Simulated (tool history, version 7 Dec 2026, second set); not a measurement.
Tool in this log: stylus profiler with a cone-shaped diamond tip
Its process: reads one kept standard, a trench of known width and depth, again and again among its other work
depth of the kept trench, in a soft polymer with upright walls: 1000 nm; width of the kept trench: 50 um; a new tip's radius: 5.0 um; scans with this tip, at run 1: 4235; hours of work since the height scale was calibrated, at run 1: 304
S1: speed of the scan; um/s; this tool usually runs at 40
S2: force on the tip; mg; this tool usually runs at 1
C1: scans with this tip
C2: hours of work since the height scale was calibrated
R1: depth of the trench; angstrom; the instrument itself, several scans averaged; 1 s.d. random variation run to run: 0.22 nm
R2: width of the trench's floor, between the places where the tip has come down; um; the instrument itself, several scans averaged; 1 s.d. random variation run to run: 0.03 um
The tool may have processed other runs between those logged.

run 1 day=0 | S1=40 S2=1 | C1=4235 C2=304 | R1=10038 R2=42.86
run 2 day=0.933 | S1=40 S2=1 | C1=4421 C2=318 | R1=10036.4 R2=42.86
run 3 day=2.521 | S1=40 S2=1.13 | C1=4735 C2=340 | R1=10042.3 R2=42.74
run 4 day=3.633 | S1=40 S2=1.13 | C1=4956 C2=356 | R1=10042.5 R2=42.67
run 5 day=4.792 | S1=40 S2=1.13 | C1=5186 C2=373 | R1=10040.4 R2=42.64
run 6 day=5.621 | S1=40 S2=0.51 | C1=5350 C2=385 | R1=10015.6 R2=42.5
run 7 day=7.488 | S1=40 S2=2.22 | C1=5720 C2=411 | R1=10069.5 R2=42.64
run 8 day=9.362 | S1=31 S2=1 | C1=6093 C2=438 | R1=10033.1 R2=42.5
run 9 day=10.712 | S1=31 S2=1 | C1=6361 C2=457 | R1=10032.4 R2=42.46
run 10 day=11.704 | S1=66 S2=1 | C1=6558 C2=471 | R1=10032.6 R2=42.29
run 11 day=12.808 | S1=66 S2=1 | C1=6776 C2=487 | R1=10034.7 R2=42.21
run 12 day=14.05 | S1=66 S2=1 | C1=7023 C2=505 | R1=10031 R2=42.16
run 13 day=15.846 | S1=40 S2=1 | C1=7379 C2=530 | R1=10025.2 R2=42.25
run 14 day=17.467 | S1=40 S2=0.72 | C1=7701 C2=554 | R1=10020.1 R2=42.14
run 15 day=18.604 | S1=40 S2=0.72 | C1=7927 C2=570 | R1=10017.8 R2=42.11
run 16 day=19.725 | S1=40 S2=0.72 | C1=8149 C2=586 | R1=10019.7 R2=42.05
run 17 day=20.646 | S1=40 S2=0.72 | C1=8332 C2=599 | R1=10016.3 R2=41.98
run 18 day=21.888 | S1=40 S2=1 | C1=8578 C2=617 | R1=10025.6 R2=42.01
run 19 day=23.517 | S1=11 S2=1 | C1=8901 C2=640 | R1=10026.7 R2=42.19
run 20 day=24.921 | S1=11 S2=1 | C1=9180 C2=660 | R1=10023.8 R2=42.04
run 21 day=26.446 | S1=11 S2=0.45 | C1=9482 C2=682 | R1=10003.7 R2=41.95
run 22 day=28.071 | S1=11 S2=0.45 | C1=9805 C2=705 | R1=10005.2 R2=41.95
-- day=28.246 height scale calibrated on a step standard
run 23 day=29.5 | S1=40 S2=1 | C1=10085 C2=18 | R1=10012.3 R2=41.77
run 24 day=30.583 | S1=40 S2=1 | C1=10300 C2=33 | R1=10012.4 R2=41.7
run 25 day=31.921 | S1=14 S2=1.63 | C1=10564 C2=52 | R1=10030.5 R2=41.8
run 26 day=33.321 | S1=12 S2=0.81 | C1=10842 C2=72 | R1=10001.2 R2=41.74
run 27 day=34.579 | S1=27 S2=0.92 | C1=11092 C2=90 | R1=10007.4 R2=41.63
run 28 day=35.804 | S1=45 S2=0.92 | C1=11335 C2=108 | R1=10009.7 R2=41.47
run 29 day=36.612 | S1=10 S2=0.97 | C1=11496 C2=119 | R1=10004.7 R2=41.65
-- day=37.017 height scale calibrated on a step standard, once more
run 30 day=37.4 | S1=44 S2=1 | C1=11648 C2=5 | R1=10045.4 R2=41.45
run 31 day=38.517 | S1=56 S2=2.22 | C1=11869 C2=21 | R1=10078.5 R2=41.47
run 32 day=40.038 | S1=146 S2=1.55 | C1=12171 C2=43 | R1=10064.3 R2=40.98
run 33 day=41.033 | S1=146 S2=1.55 | C1=12368 C2=57 | R1=10059.7 R2=40.96
run 34 day=41.962 | S1=87 S2=2.07 | C1=12553 C2=71 | R1=10071.4 R2=41.22
run 35 day=43.367 | S1=18 S2=1.05 | C1=12832 C2=91 | R1=10040.1 R2=41.37
run 36 day=44.304 | S1=17 S2=2.36 | C1=13017 C2=104 | R1=10078 R2=41.45
run 37 day=45.379 | S1=18 S2=0.69 | C1=13231 C2=119 | R1=10028 R2=41.33
run 38 day=47.171 | S1=25 S2=0.89 | C1=13586 C2=145 | R1=10037.3 R2=41.2
run 39 day=48.675 | S1=136 S2=0.6 | C1=13885 C2=166 | R1=10024.2 R2=40.36
run 40 day=49.742 | S1=136 S2=0.6 | C1=14096 C2=181 | R1=10023.6 R2=40.36
run 41 day=51.375 | S1=126 S2=2.1 | C1=14421 C2=205 | R1=10064.9 R2=40.8
run 42 day=52.892 | S1=126 S2=2.1 | C1=14722 C2=226 | R1=10067 R2=40.74
run 43 day=54.775 | S1=126 S2=2.1 | C1=15095 C2=253 | R1=10065.9 R2=40.72
run 44 day=56.4 | S1=55 S2=1.69 | C1=15418 C2=276 | R1=10056.9 R2=40.81
run 45 day=57.167 | S1=57 S2=0.77 | C1=15570 C2=287 | R1=10031.3 R2=40.77

Take each entry between the runs: how does the hidden state at the last listed run before it differ from the hidden state at the first listed run after it?
Runs 22 to 23: height scale calibrated on a step standard (day 28.246)
  radius of the tip, um: 8.49 -> 8.58; height scale over the true one, %: -0.252 -> -0.375
  the result without the hidden state subtracted from the measured one, R1: -25.3 -> -37.7 angstrom; R2: -1.99 -> -2.04 um
Runs 29 to 30: height scale calibrated on a step standard, once more (day 37.017)
  radius of the tip, um: 9.08 -> 9.15; height scale over the true one, %: -0.413 -> -0.043
  the result without the hidden state subtracted from the measured one, R1: -41.5 -> -4.4 angstrom; R2: -2.28 -> -2.32 um
